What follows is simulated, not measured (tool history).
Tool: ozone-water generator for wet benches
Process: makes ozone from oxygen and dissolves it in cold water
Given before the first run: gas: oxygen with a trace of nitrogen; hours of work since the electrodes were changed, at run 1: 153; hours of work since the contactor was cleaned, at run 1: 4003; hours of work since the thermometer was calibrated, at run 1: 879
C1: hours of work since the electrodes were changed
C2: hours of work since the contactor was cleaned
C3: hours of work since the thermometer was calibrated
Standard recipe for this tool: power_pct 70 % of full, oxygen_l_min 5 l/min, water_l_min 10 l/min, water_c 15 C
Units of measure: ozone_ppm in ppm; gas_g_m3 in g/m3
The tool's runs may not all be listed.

{"run": 1, "hour": 0.0, "power_pct": 70, "oxygen_l_min": 5, "water_l_min": 10, "water_c": 15, "C1": 153, "C2": 4003, "C3": 879, "ozone_ppm": 35.8, "gas_g_m3": 219.6}
{"run": 2, "hour": 58.7, "power_pct": 70, "oxygen_l_min": 5, "water_l_min": 10, "water_c": 15, "C1": 203, "C2": 4053, "C3": 929, "ozone_ppm": 36.2, "gas_g_m3": 221.2}
{"run": 3, "hour": 124.7, "power_pct": 70, "oxygen_l_min": 5, "water_l_min": 10, "water_c": 15, "C1": 259, "C2": 4109, "C3": 985, "ozone_ppm": 35.9, "gas_g_m3": 216.2}
{"run": 4, "hour": 154.7, "power_pct": 70, "oxygen_l_min": 5, "water_l_min": 10, "water_c": 16, "C1": 284, "C2": 4134, "C3": 1010, "ozone_ppm": 35, "gas_g_m3": 219.8}
{"run": 5, "hour": 202.5, "power_pct": 70, "oxygen_l_min": 5, "water_l_min": 10, "water_c": 16, "C1": 324, "C2": 4174, "C3": 1050, "ozone_ppm": 35.4, "gas_g_m3": 219.2}
{"run": 6, "hour": 237.7, "power_pct": 70, "oxygen_l_min": 5, "water_l_min": 10, "water_c": 16, "C1": 354, "C2": 4204, "C3": 1080, "ozone_ppm": 35.7, "gas_g_m3": 220.4}
{"run": 7, "hour": 268.9, "power_pct": 70, "oxygen_l_min": 5, "water_l_min": 10, "water_c": 16, "C1": 381, "C2": 4231, "C3": 1107, "ozone_ppm": 35.4, "gas_g_m3": 218.4}
{"run": 8, "hour": 308.5, "power_pct": 70, "oxygen_l_min": 5, "water_l_min": 10, "water_c": 16, "C1": 414, "C2": 4264, "C3": 1140, "ozone_ppm": 35.4, "gas_g_m3": 221.9}
{"run": 9, "hour": 364.5, "power_pct": 63, "oxygen_l_min": 5, "water_l_min": 10, "water_c": 15, "C1": 461, "C2": 4311, "C3": 1187, "ozone_ppm": 33.4, "gas_g_m3": 204.3}
{"run": 10, "hour": 396.0, "power_pct": 63, "oxygen_l_min": 5, "water_l_min": 7, "water_c": 15, "C1": 488, "C2": 4338, "C3": 1214, "ozone_ppm": 42, "gas_g_m3": 204.8}
{"run": 11, "hour": 461.4, "power_pct": 63, "oxygen_l_min": 5, "water_l_min": 7, "water_c": 15, "C1": 543, "C2": 4393, "C3": 1269, "ozone_ppm": 42, "gas_g_m3": 202.1}
{"run": 12, "hour": 521.0, "power_pct": 63, "oxygen_l_min": 5, "water_l_min": 7, "water_c": 15, "C1": 594, "C2": 4444, "C3": 1320, "ozone_ppm": 42.4, "gas_g_m3": 201.7}
{"run": 13, "hour": 567.5, "power_pct": 63, "oxygen_l_min": 5, "water_l_min": 7, "water_c": 15, "C1": 633, "C2": 4483, "C3": 1359, "ozone_ppm": 42.2, "gas_g_m3": 203.7}
{"run": 14, "hour": 617.2, "power_pct": 63, "oxygen_l_min": 5, "water_l_min": 7, "water_c": 15, "C1": 675, "C2": 4525, "C3": 1401, "ozone_ppm": 41.7, "gas_g_m3": 202.2}
{"run": 15, "hour": 649.9, "power_pct": 63, "oxygen_l_min": 5, "water_l_min": 7, "water_c": 15, "C1": 703, "C2": 4553, "C3": 1429, "ozone_ppm": 42.1, "gas_g_m3": 206}
{"run": 16, "hour": 680.1, "power_pct": 63, "oxygen_l_min": 5, "water_l_min": 7, "water_c": 15, "C1": 728, "C2": 4578, "C3": 1454, "ozone_ppm": 41.7, "gas_g_m3": 203.2}
{"run": 17, "hour": 741.8, "power_pct": 43, "oxygen_l_min": 4.84, "water_l_min": 8, "water_c": 15, "C1": 781, "C2": 4630, "C3": 1506, "ozone_ppm": 29.9, "gas_g_m3": 157.6}
{"run": 18, "hour": 786.1, "power_pct": 70, "oxygen_l_min": 3.75, "water_l_min": 10, "water_c": 20, "C1": 818, "C2": 4668, "C3": 1544, "ozone_ppm": 34.5, "gas_g_m3": 263.4}
{"run": 19, "hour": 843.9, "power_pct": 70, "oxygen_l_min": 3.75, "water_l_min": 10, "water_c": 20, "C1": 867, "C2": 4717, "C3": 1593, "ozone_ppm": 34.3, "gas_g_m3": 264}
{"run": 20, "hour": 896.0, "power_pct": 70, "oxygen_l_min": 3.75, "water_l_min": 10, "water_c": 20, "C1": 911, "C2": 4761, "C3": 1637, "ozone_ppm": 34.4, "gas_g_m3": 261.4}
{"run": 21, "hour": 937.1, "power_pct": 80, "oxygen_l_min": 7.07, "water_l_min": 10, "water_c": 9, "C1": 946, "C2": 4795, "C3": 1672, "ozone_ppm": 40, "gas_g_m3": 192}
{"run": 22, "hour": 969.8, "power_pct": 80, "oxygen_l_min": 7.07, "water_l_min": 10, "water_c": 14, "C1": 973, "C2": 4823, "C3": 1699, "ozone_ppm": 35.9, "gas_g_m3": 190.1}
{"run": 23, "hour": 1033.3, "power_pct": 78, "oxygen_l_min": 2.95, "water_l_min": 7, "water_c": 10, "C1": 1027, "C2": 4877, "C3": 1753, "ozone_ppm": 59.5, "gas_g_m3": 334.3}
{"run": 24, "hour": 1065.3, "power_pct": 78, "oxygen_l_min": 2.95, "water_l_min": 8, "water_c": 9, "C1": 1054, "C2": 4904, "C3": 1780, "ozone_ppm": 55.7, "gas_g_m3": 332.4}
{"run": 25, "hour": 1108.6, "power_pct": 85, "oxygen_l_min": 2.95, "water_l_min": 8, "water_c": 9, "C1": 1091, "C2": 4940, "C3": 1817, "ozone_ppm": 58.3, "gas_g_m3": 351.6}
{"run": 26, "hour": 1152.7, "power_pct": 85, "oxygen_l_min": 4.76, "water_l_min": 8, "water_c": 8, "C1": 1128, "C2": 4978, "C3": 1854, "ozone_ppm": 54.9, "gas_g_m3": 258.5}
{"run": 27, "hour": 1193.6, "power_pct": 45, "oxygen_l_min": 3.99, "water_l_min": 10, "water_c": 15, "C1": 1162, "C2": 5012, "C3": 1888, "ozone_ppm": 27.4, "gas_g_m3": 185.9}
{"run": 28, "hour": 1227.4, "power_pct": 45, "oxygen_l_min": 3.99, "water_l_min": 10, "water_c": 15, "C1": 1191, "C2": 5041, "C3": 1917, "ozone_ppm": 27.3, "gas_g_m3": 185.2}
{"run": 29, "hour": 1274.6, "power_pct": 45, "oxygen_l_min": 3.99, "water_l_min": 10, "water_c": 15, "C1": 1231, "C2": 5081, "C3": 1957, "ozone_ppm": 27.2, "gas_g_m3": 185.9}
{"run": 30, "hour": 1312.9, "power_pct": 69, "oxygen_l_min": 5.38, "water_l_min": 9, "water_c": 7, "C1": 1263, "C2": 5113, "C3": 1989, "ozone_ppm": 43.1, "gas_g_m3": 203.5}
{"run": 31, "hour": 1351.4, "power_pct": 80, "oxygen_l_min": 2.68, "water_l_min": 11, "water_c": 15, "C1": 1296, "C2": 5146, "C3": 2022, "ozone_ppm": 39.1, "gas_g_m3": 356.1}
{"run": 32, "hour": 1381.2, "power_pct": 68, "oxygen_l_min": 5, "water_l_min": 9, "water_c": 20, "C1": 1321, "C2": 5171, "C3": 2047, "ozone_ppm": 33.5, "gas_g_m3": 211.3}

Below, each run's measurement less what the same run would have read without the hidden state. Both values contain the same run-to-run variation, but the gauge's scatter may not be the same in both:
Hidden state at play: yield of the discharge, % of new electrodes'; contactor's efficiency, % of a clean one's; true water temperature over the reading, C; drift of the gauge itself on ozone_ppm, %; drift of the gauge itself on gas_g_m3, %.
run=1 ozone_ppm=-1.1 gas_g_m3=-1.2
run=2 ozone_ppm=-1 gas_g_m3=-1.3
run=3 ozone_ppm=-1.1 gas_g_m3=-1.4
run=4 ozone_ppm=-1.1 gas_g_m3=-1.5
run=5 ozone_ppm=-1.1 gas_g_m3=-1.6
run=6 ozone_ppm=-1.1 gas_g_m3=-1.7
run=7 ozone_ppm=-1.1 gas_g_m3=-1.7
run=8 ozone_ppm=-1.2 gas_g_m3=-1.9
run=9 ozone_ppm=-1.2 gas_g_m3=-1.7
run=10 ozone_ppm=-1.1 gas_g_m3=-1.8
run=11 ozone_ppm=-1.2 gas_g_m3=-1.9
run=12 ozone_ppm=-1.2 gas_g_m3=-2
run=13 ozone_ppm=-1.3 gas_g_m3=-2.2
run=14 ozone_ppm=-1.2 gas_g_m3=-2.2
run=15 ozone_ppm=-1.3 gas_g_m3=-2.3
run=16 ozone_ppm=-1.3 gas_g_m3=-2.4
run=17 ozone_ppm=-1 gas_g_m3=-1.4
run=18 ozone_ppm=-1.5 gas_g_m3=-3.6
run=19 ozone_ppm=-1.5 gas_g_m3=-3.7
run=20 ozone_ppm=-1.5 gas_g_m3=-3.9
run=21 ozone_ppm=-1.9 gas_g_m3=-3.2
run=22 ozone_ppm=-1.7 gas_g_m3=-3.3
run=23 ozone_ppm=-2.4 gas_g_m3=-5.9
run=24 ozone_ppm=-2.4 gas_g_m3=-6
run=25 ozone_ppm=-2.6 gas_g_m3=-6.9
run=26 ozone_ppm=-2.5 gas_g_m3=-5.2
run=27 ozone_ppm=-1.2 gas_g_m3=-2.4
run=28 ozone_ppm=-1.2 gas_g_m3=-2.4
run=29 ozone_ppm=-1.2 gas_g_m3=-2.4
run=30 ozone_ppm=-2.1 gas_g_m3=-3.9
run=31 ozone_ppm=-2.2 gas_g_m3=-7.8
run=32 ozone_ppm=-1.7 gas_g_m3=-4.2
